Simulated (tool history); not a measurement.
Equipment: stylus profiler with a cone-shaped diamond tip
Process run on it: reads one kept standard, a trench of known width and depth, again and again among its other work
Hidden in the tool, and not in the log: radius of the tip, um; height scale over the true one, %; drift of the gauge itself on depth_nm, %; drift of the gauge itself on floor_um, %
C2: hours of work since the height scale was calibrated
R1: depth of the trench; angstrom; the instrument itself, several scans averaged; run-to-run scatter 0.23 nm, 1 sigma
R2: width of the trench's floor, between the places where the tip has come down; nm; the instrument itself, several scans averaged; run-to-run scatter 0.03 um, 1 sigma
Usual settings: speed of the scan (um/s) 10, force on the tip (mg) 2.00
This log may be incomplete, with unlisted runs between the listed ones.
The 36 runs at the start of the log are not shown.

-- hour=462.1 height scale calibrated on a step standard, once more
run 37 hour=463.7 | speed_of_the_scan_(um/s)=9 force_on_the_tip_(mg)=0.67 | scans_with_this_tip=3852 C2=1 | R1=10056.2 R2=95610
run 38 hour=475.8 | speed_of_the_scan_(um/s)=10 force_on_the_tip_(mg)=1.75 | scans_with_this_tip=3917 C2=9 | R1=10095.6 R2=95650
run 39 hour=491.8 | speed_of_the_scan_(um/s)=3 force_on_the_tip_(mg)=0.87 | scans_with_this_tip=4003 C2=19 | R1=10062.0 R2=95660
run 40 hour=507.9 | speed_of_the_scan_(um/s)=4 force_on_the_tip_(mg)=3.90 | scans_with_this_tip=4090 C2=29 | R1=10168.0 R2=95530
run 41 hour=520.5 | speed_of_the_scan_(um/s)=10 force_on_the_tip_(mg)=1.98 | scans_with_this_tip=4158 C2=37 | R1=10106.9 R2=95550
run 42 hour=530.2 | speed_of_the_scan_(um/s)=6 force_on_the_tip_(mg)=1.98 | scans_with_this_tip=4210 C2=43 | R1=10102.9 R2=95560
run 43 hour=542.3 | speed_of_the_scan_(um/s)=4 force_on_the_tip_(mg)=1.81 | scans_with_this_tip=4275 C2=51 | R1=10101.0 R2=95540
run 44 hour=549.9 | speed_of_the_scan_(um/s)=4 force_on_the_tip_(mg)=1.81 | scans_with_this_tip=4316 C2=56 | R1=10099.0 R2=95470
run 45 hour=561.2 | speed_of_the_scan_(um/s)=12 force_on_the_tip_(mg)=4.45 | scans_with_this_tip=4377 C2=63 | R1=10181.3 R2=95550

4 ways to go on from here, each from the tool as it stands after run 45. What would each give?
run A hour=576.0 | speed_of_the_scan_(um/s)=5 force_on_the_tip_(mg)=5.51 | scans_with_this_tip=4457 C2=72 | R1=? R2=?
run B hour=576.0 | speed_of_the_scan_(um/s)=17 force_on_the_tip_(mg)=1.89 | scans_with_this_tip=4457 C2=72 | R1=? R2=?
run C hour=576.0 | speed_of_the_scan_(um/s)=9 force_on_the_tip_(mg)=4.45 | scans_with_this_tip=4457 C2=72 | R1=? R2=?
run D hour=576.0 | speed_of_the_scan_(um/s)=31 force_on_the_tip_(mg)=4.45 | scans_with_this_tip=4457 C2=72 | R1=? R2=?

run=A R1=10208.7 R2=95530
run=B R1=10101.7 R2=95480
run=C R1=10182.5 R2=95490
run=D R1=10180.2 R2=95430
Stripped of hidden state, with their random variation kept, the same runs would have yielded:
run=A R1=10203.0 R2=96550
run=B R1=10096.1 R2=96490
run=C R1=10176.8 R2=96500
run=D R1=10174.5 R2=96450
